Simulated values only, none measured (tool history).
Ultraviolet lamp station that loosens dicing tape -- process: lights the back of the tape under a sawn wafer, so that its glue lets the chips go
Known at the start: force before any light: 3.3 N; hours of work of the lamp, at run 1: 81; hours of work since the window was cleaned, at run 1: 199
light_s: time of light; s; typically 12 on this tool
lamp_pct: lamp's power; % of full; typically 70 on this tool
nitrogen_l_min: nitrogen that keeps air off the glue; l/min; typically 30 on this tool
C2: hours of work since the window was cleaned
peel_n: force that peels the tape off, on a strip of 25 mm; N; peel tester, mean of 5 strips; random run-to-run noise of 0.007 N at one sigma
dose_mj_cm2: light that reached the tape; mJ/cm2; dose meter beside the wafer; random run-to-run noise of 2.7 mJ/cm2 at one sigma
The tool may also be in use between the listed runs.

{"run": 1, "day": 0.0, "light_s": 12, "lamp_pct": 70, "nitrogen_l_min": 30, "hours of work of the lamp": 81, "C2": 199, "peel_n": 0.249, "dose_mj_cm2": 350}
{"run": 2, "day": 0.683, "light_s": 12, "lamp_pct": 70, "nitrogen_l_min": 30, "hours of work of the lamp": 88, "C2": 206, "peel_n": 0.253, "dose_mj_cm2": 350}
{"run": 3, "day": 1.179, "light_s": 12, "lamp_pct": 70, "nitrogen_l_min": 30, "hours of work of the lamp": 94, "C2": 211, "peel_n": 0.251, "dose_mj_cm2": 344}
{"run": 4, "day": 1.921, "light_s": 12, "lamp_pct": 70, "nitrogen_l_min": 30, "hours of work of the lamp": 101, "C2": 219, "peel_n": 0.239, "dose_mj_cm2": 353}
{"run": 5, "day": 2.721, "light_s": 12, "lamp_pct": 70, "nitrogen_l_min": 30, "hours of work of the lamp": 109, "C2": 227, "peel_n": 0.238, "dose_mj_cm2": 356}
{"day": 3.192, "done": "window cleaned of glue's vapour"}
{"run": 6, "day": 3.404, "light_s": 20, "lamp_pct": 70, "nitrogen_l_min": 30, "hours of work of the lamp": 116, "C2": 2, "peel_n": 0.195, "dose_mj_cm2": 580}
{"run": 7, "day": 4.121, "light_s": 20, "lamp_pct": 70, "nitrogen_l_min": 30, "hours of work of the lamp": 124, "C2": 10, "peel_n": 0.217, "dose_mj_cm2": 583}
{"run": 8, "day": 4.683, "light_s": 20, "lamp_pct": 70, "nitrogen_l_min": 30, "hours of work of the lamp": 129, "C2": 15, "peel_n": 0.209, "dose_mj_cm2": 585}
{"run": 9, "day": 5.017, "light_s": 20, "lamp_pct": 70, "nitrogen_l_min": 30, "hours of work of the lamp": 133, "C2": 19, "peel_n": 0.206, "dose_mj_cm2": 584}
{"run": 10, "day": 5.662, "light_s": 12, "lamp_pct": 70, "nitrogen_l_min": 30, "hours of work of the lamp": 140, "C2": 25, "peel_n": 0.245, "dose_mj_cm2": 347}
{"run": 11, "day": 6.467, "light_s": 12, "lamp_pct": 70, "nitrogen_l_min": 10, "hours of work of the lamp": 148, "C2": 34, "peel_n": 0.326, "dose_mj_cm2": 352}
{"run": 12, "day": 7.062, "light_s": 12, "lamp_pct": 70, "nitrogen_l_min": 10, "hours of work of the lamp": 154, "C2": 40, "peel_n": 0.321, "dose_mj_cm2": 349}
{"run": 13, "day": 7.446, "light_s": 12, "lamp_pct": 70, "nitrogen_l_min": 10, "hours of work of the lamp": 158, "C2": 44, "peel_n": 0.319, "dose_mj_cm2": 349}
{"run": 14, "day": 8.154, "light_s": 12, "lamp_pct": 86, "nitrogen_l_min": 30, "hours of work of the lamp": 165, "C2": 51, "peel_n": 0.222, "dose_mj_cm2": 434}
{"run": 15, "day": 8.842, "light_s": 12, "lamp_pct": 81, "nitrogen_l_min": 18, "hours of work of the lamp": 172, "C2": 58, "peel_n": 0.25, "dose_mj_cm2": 404}
{"run": 16, "day": 9.283, "light_s": 12, "lamp_pct": 81, "nitrogen_l_min": 18, "hours of work of the lamp": 177, "C2": 63, "peel_n": 0.247, "dose_mj_cm2": 405}
{"run": 17, "day": 9.662, "light_s": 24, "lamp_pct": 62, "nitrogen_l_min": 30, "hours of work of the lamp": 181, "C2": 67, "peel_n": 0.204, "dose_mj_cm2": 620}
{"run": 18, "day": 10.117, "light_s": 24, "lamp_pct": 91, "nitrogen_l_min": 30, "hours of work of the lamp": 186, "C2": 71, "peel_n": 0.201, "dose_mj_cm2": 920}
{"run": 19, "day": 10.846, "light_s": 24, "lamp_pct": 74, "nitrogen_l_min": 26, "hours of work of the lamp": 193, "C2": 79, "peel_n": 0.201, "dose_mj_cm2": 743}
{"run": 20, "day": 11.438, "light_s": 24, "lamp_pct": 74, "nitrogen_l_min": 26, "hours of work of the lamp": 199, "C2": 85, "peel_n": 0.196, "dose_mj_cm2": 740}
{"run": 21, "day": 11.871, "light_s": 13, "lamp_pct": 63, "nitrogen_l_min": 26, "hours of work of the lamp": 204, "C2": 89, "peel_n": 0.26, "dose_mj_cm2": 342}
{"run": 22, "day": 12.492, "light_s": 13, "lamp_pct": 77, "nitrogen_l_min": 38, "hours of work of the lamp": 210, "C2": 96, "peel_n": 0.229, "dose_mj_cm2": 422}
{"run": 23, "day": 13.017, "light_s": 12, "lamp_pct": 87, "nitrogen_l_min": 11, "hours of work of the lamp": 215, "C2": 101, "peel_n": 0.266, "dose_mj_cm2": 436}
{"run": 24, "day": 13.675, "light_s": 12, "lamp_pct": 87, "nitrogen_l_min": 11, "hours of work of the lamp": 222, "C2": 108, "peel_n": 0.245, "dose_mj_cm2": 439}

Hidden state at the last listed run before each entry between runs and at the first one after, where it differs:
In the gap between runs 5 and 6: window cleaned of glue's vapour (day 3.192)
  light that the window lets through, % of a clean one's: 99.9 -> 100
